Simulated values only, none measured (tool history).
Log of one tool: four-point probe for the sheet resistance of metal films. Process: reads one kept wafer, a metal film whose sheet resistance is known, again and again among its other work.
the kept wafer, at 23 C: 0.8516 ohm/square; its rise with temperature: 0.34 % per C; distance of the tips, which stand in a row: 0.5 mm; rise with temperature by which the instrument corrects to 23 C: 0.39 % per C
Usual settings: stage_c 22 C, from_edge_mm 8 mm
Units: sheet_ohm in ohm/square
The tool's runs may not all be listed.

run,hour,stage_c,from_edge_mm,sheet_ohm
1,0,22,8,0.859448
2,16.1,22,8,0.859443
3,33.9,21,8,0.860366
4,48.6,21,8,0.860113
5,63.5,23,8,0.859235
6,80.8,23,8,0.859524
7,91.2,23,8,0.859596
8,101.5,20,8,0.860551
9,119.2,20,8,0.860792
10,134.9,22,8,0.859828
11,152.5,22,6,0.861473
12,161.8,22,6,0.860952
13,170.4,22,6,0.861289
14,181.3,22,6,0.861024
15,190.5,22,6,0.861389
16,209.1,22,24,0.858524
17,224,22,4,0.865217
18,240.7,22,8,0.859787
19,254,22,8,0.859843
20,267.5,22,42,0.858322
21,282.3,22,8,0.860138
22,295.9,22,8,0.860131
23,305.4,30,66,0.85461
24,316.4,28,4,0.862722
25,333.5,31,12,0.854801
26,351.1,29,63,0.854985
27,362.3,29,63,0.855064
28,379.2,29,63,0.854963
29,394.4,22,63,0.858315
30,409.2,20,41,0.859433
31,421.7,20,41,0.859241
32,439.2,32,4,0.861102
33,453.7,20,46,0.859558
34,466.2,28,37,0.855723
35,482.1,18,34,0.860438
36,501.3,35,55,0.852956
37,514.4,35,55,0.852756
38,529.7,24,26,0.857611
39,539.4,25,34,0.857282
40,550,31,5,0.85903
41,558.8,26,8,0.858627
42,572.5,26,8,0.858725
43,586.5,26,49,0.856989
44,603.1,26,8,0.858473

Forecast each of these 5 alternatives for the next run:
A,618,20,5,?
B,618,20,8,?
C,618,24,7,?
D,618,20,11,?
E,618,25,49,?

run,sheet_ohm
A,0.86417
B,0.861427
C,0.859998
D,0.860607
E,0.856999
Without the tool's hidden state the same runs would have given:
run,sheet_ohm
A,0.857611
B,0.854888
C,0.853481
D,0.854073
E,0.850507
